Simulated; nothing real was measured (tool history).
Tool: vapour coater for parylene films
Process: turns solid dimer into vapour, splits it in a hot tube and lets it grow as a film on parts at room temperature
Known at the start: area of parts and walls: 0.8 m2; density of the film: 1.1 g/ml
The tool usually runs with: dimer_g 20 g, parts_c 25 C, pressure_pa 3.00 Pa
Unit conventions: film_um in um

| run | hour | dimer_g | parts_c | pressure_pa | film_um |
|---|---|---|---|---|---|
| 1 | 0.0 | 20 | 25 | 3.00 | 14.69 |
| 2 | 72.9 | 20 | 25 | 3.00 | 14.91 |
| 3 | 103.0 | 20 | 25 | 3.00 | 14.65 |
| 4 | 141.5 | 20 | 25 | 3.00 | 14.55 |
| 5 | 186.9 | 20 | 25 | 3.00 | 14.66 |
| 6 | 225.4 | 24 | 25 | 3.00 | 17.56 |
| 7 | 287.9 | 24 | 25 | 3.00 | 17.75 |
|  | 321.4 | trap's valve overhauled |
| 8 | 342.8 | 24 | 25 | 3.00 | 17.46 |
| 9 | 375.8 | 24 | 25 | 3.00 | 17.63 |
| 10 | 410.1 | 20 | 25 | 2.75 | 15.06 |
| 11 | 455.9 | 20 | 23 | 2.75 | 16.19 |
| 12 | 528.1 | 20 | 23 | 2.75 | 16.34 |
| 13 | 563.7 | 20 | 23 | 2.75 | 16.43 |
| 14 | 629.9 | 20 | 23 | 2.75 | 16.37 |
| 15 | 676.0 | 26 | 36 | 3.01 | 10.96 |
| 16 | 717.3 | 31 | 29 | 3.00 | 18.75 |
| 17 | 773.3 | 31 | 20 | 6.13 | 27.56 |
| 18 | 837.5 | 31 | 25 | 2.58 | 23.14 |
|  | 864.1 | table's thermometer calibrated |
| 19 | 879.0 | 17 | 26 | 3.65 | 11.68 |
| 20 | 929.1 | 10 | 19 | 2.01 | 10.33 |
| 21 | 960.1 | 12 | 21 | 3.22 | 10.79 |
| 22 | 992.1 | 12 | 18 | 5.30 | 11.76 |
| 23 | 1059.6 | 12 | 18 | 5.30 | 11.90 |
| 24 | 1095.6 | 33 | 22 | 2.52 | 29.01 |
| 25 | 1130.4 | 33 | 22 | 2.52 | 28.67 |
| 26 | 1173.7 | 33 | 22 | 3.83 | 27.80 |
| 27 | 1245.9 | 12 | 25 | 3.00 | 8.85 |
|  | 1266.8 | trap's valve overhauled |
| 28 | 1281.4 | 13 | 18 | 2.77 | 13.62 |

Here are 4 independent what-if runs from the current tool condition. What would each one return?
| A | 1341.0 | 11 | 25 | 4.65 | ? |
| B | 1341.0 | 12 | 22 | 3.77 | ? |
| C | 1341.0 | 30 | 25 | 5.21 | ? |
| D | 1341.0 | 10 | 32 | 10.83 | ? |

| run | film_um |
|---|---|
| A | 7.72 |
| B | 10.10 |
| C | 20.92 |
| D | 4.60 |
Had the tool no hidden state, the same runs would have come out as:
| run | film_um |
|---|---|
| A | 7.73 |
| B | 10.11 |
| C | 20.94 |
| D | 4.60 |

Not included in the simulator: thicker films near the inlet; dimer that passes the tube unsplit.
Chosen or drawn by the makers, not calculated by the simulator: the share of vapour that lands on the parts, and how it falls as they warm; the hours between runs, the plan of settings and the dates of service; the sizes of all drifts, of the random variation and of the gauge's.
